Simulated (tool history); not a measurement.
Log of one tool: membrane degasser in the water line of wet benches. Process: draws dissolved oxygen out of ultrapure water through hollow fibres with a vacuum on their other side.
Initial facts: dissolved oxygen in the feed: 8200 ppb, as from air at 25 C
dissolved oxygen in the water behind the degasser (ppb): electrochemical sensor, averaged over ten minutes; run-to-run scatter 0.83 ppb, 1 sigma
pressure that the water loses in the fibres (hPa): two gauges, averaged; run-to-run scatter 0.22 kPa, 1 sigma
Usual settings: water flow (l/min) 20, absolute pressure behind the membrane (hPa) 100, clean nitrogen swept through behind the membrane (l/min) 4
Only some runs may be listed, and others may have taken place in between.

run    hour  water flow (l/min)  absolute pressure behind the membrane (hPa)  clean nitrogen swept through behind the membrane (l/min)  dissolved oxygen in the water behind the degasser (ppb)  pressure that the water loses in the fibres (hPa)
  1       0                  20                                          100                                                         4                                                     95.8                                              546.4
  2    88.1                  20                                          100                                                      1.67                                                    198.3                                                541
  3   248.6                  25                                          100                                                         4                                                    134.3                                              672.5
  4     330                  25                                          100                                                         4                                                    135.8                                              678.5
  5   469.3                  20                                          100                                                         4                                                     95.9                                              541.6
  6   588.8                  20                                          100                                                         4                                                     94.1                                              542.9
  7   657.8                  20                                          100                                                         4                                                     95.7                                              542.3
  8   790.8                  20                                          100                                                         4                                                       93                                              538.4
  9   928.5                  24                                          100                                                      9.24                                                       73                                              649.6
 10    1075                  24                                          100                                                      9.24                                                     71.9                                              652.2
 11  1142.5                  23                                           89                                                         4                                                    103.2                                              620.6
 12  1267.7                  17                                           62                                                      1.68                                                     77.5                                              457.7
 13  1415.4                  20                                          178                                                         4                                                    186.7                                              540.6
 14  1483.8                  16                                          204                                                         4                                                    168.6                                              431.3
 15  1618.3                  16                                          156                                                         4                                                    123.9                                              428.2
 16  1770.7                  16                                           88                                                         4                                                     58.5                                              426.6

Predict each of these 3 candidate next runs independently; none follows another, all start after run 16:
  A  1869.5                  26                                          146                                                      1.71                                                        ?                                                  ?
  B  1869.5                  23                                          100                                                         4                                                        ?                                                  ?
  C  1869.5                  21                                           88                                                         4                                                        ?                                                  ?

run  dissolved oxygen in the water behind the degasser (ppb)  pressure that the water loses in the fibres (hPa)
  A                                                    420.6                                              699.4
  B                                                    117.9                                                620
  C                                                     87.1                                              564.6
Stripped of hidden state, with their random variation kept, the same runs would have yielded:
run  dissolved oxygen in the water behind the degasser (ppb)  pressure that the water loses in the fibres (hPa)
  A                                                    420.3                                              707.3
  B                                                    117.7                                                627
  C                                                     86.9                                                571

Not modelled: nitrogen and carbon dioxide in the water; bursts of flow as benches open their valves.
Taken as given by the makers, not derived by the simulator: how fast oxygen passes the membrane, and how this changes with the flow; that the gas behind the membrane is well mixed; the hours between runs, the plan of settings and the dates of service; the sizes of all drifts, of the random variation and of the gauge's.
